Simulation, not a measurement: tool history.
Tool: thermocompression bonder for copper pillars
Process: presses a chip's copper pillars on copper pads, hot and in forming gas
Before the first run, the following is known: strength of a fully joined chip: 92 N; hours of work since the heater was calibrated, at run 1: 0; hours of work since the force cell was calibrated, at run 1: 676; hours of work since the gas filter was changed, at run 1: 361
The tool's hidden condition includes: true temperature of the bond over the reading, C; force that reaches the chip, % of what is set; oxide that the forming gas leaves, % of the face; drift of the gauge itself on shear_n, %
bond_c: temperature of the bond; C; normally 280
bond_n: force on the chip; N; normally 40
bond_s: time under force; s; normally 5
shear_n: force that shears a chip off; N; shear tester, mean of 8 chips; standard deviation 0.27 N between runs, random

run,hour,bond_c,bond_n,bond_s,hours of work since the heater was calibrated,hours of work since the force cell was calibrated,hours of work since the gas filter was changed,shear_n
1,0.0,280,40,5,0,676,361,41.1
2,55.7,280,40,5,43,719,403,40.6
3,101.7,280,40,5,78,754,439,39.7
# hour 130.0: forming gas filter changed
4,163.8,280,36,5,125,801,26,40.2
5,234.6,280,36,5,179,855,80,39.4
6,291.4,294,40,5,222,899,123,50.1
7,337.5,280,40,5,257,934,159,43.4
8,403.5,280,40,5,308,984,209,42.8
9,446.3,280,40,5,341,1017,242,43.0
10,486.1,280,40,5,371,1047,272,42.2
11,531.6,308,48,6,406,1082,307,64.4
# hour 540.1: force cell calibrated
12,568.9,262,25,5,433,22,334,18.9
13,624.6,280,55,3,476,65,377,46.4
# hour 670.5: force cell calibrated, once more
14,677.3,302,52,3,515,5,416,54.9
15,730.7,264,29,3,555,46,457,19.5
# hour 734.4: forming gas filter changed
16,774.7,299,41,3,589,79,31,47.6
17,820.0,299,41,3,623,114,65,47.2
18,893.4,273,41,3,679,170,121,35.8
19,951.2,273,41,3,724,214,166,35.2
20,986.0,291,38,3,750,241,192,39.1

Consider 4 possible next runs. They are alternatives, not a sequence: every one starts from the tool as it was left by run 20. What does each give?
A,1038.0,273,44,10,790,280,232,?
B,1038.0,302,40,7,790,280,232,?
C,1038.0,280,40,4,790,280,232,?
D,1038.0,299,43,9,790,280,232,?

run,shear_n
A,56.8
B,58.7
C,40.8
D,64.1
Stripped of hidden state, with their random variation kept, the same runs would have yielded:
run,shear_n
A,58.7
B,60.9
C,42.0
D,66.7

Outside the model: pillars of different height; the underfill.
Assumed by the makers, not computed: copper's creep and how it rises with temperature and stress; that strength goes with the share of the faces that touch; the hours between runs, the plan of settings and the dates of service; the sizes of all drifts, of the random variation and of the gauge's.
